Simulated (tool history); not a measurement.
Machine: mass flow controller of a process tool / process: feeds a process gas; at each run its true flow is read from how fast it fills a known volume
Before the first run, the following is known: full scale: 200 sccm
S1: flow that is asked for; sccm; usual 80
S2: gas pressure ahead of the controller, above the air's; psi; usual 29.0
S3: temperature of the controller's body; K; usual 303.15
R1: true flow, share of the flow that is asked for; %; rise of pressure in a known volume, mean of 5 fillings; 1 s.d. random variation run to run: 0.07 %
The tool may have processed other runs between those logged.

run,hour,S1,S2,S3,R1
1,0.0,80,29.0,303.15,96.03
2,289.1,80,29.0,303.15,95.98
3,530.7,27,29.0,303.15,99.07
# hour 680.7: controller exchanged for a calibrated one
4,808.7,27,29.0,303.15,98.36
5,1100.0,27,29.0,303.15,98.57
6,1293.3,27,29.0,303.15,98.81
7,1621.6,27,29.0,303.15,98.81
8,1785.7,27,29.0,303.15,99.10
9,2114.5,80,29.0,303.15,98.92
10,2479.0,80,29.0,303.15,98.81
11,2663.5,80,29.0,303.15,98.80
# hour 2685.5: controller's zero set anew
12,3060.4,80,29.0,303.15,99.07
13,3431.3,80,29.0,303.15,99.02
14,3596.6,70,29.0,303.15,99.04
15,3840.5,70,25.8,296.15,99.90
16,4126.3,138,25.8,295.15,99.85
17,4362.0,89,29.9,299.15,99.18
18,4682.4,122,23.1,310.15,98.32
# hour 5003.8: controller's zero set anew, once more
19,5081.2,122,23.1,310.15,97.53
20,5255.9,122,23.1,297.15,98.53
21,5454.2,162,27.8,296.15,98.82
22,5723.8,77,21.3,301.15,98.09
23,6121.0,151,21.3,297.15,98.80
24,6439.9,61,33.4,299.15,97.93

What if the next run were any one of these 5? Each begins from the tool's condition after run 24:
A,6832.3,111,21.3,298.15,?
B,6832.3,21,20.9,303.15,?
C,6832.3,80,22.2,303.15,?
D,6832.3,132,25.8,298.15,?
E,6832.3,142,25.4,303.15,?

run,R1
A,98.34
B,98.97
C,97.83
D,98.37
E,97.99
With the hidden condition removed and each run's random variation left untouched, the same runs would have given:
run,R1
A,99.43
B,98.20
C,98.75
D,99.53
E,99.17
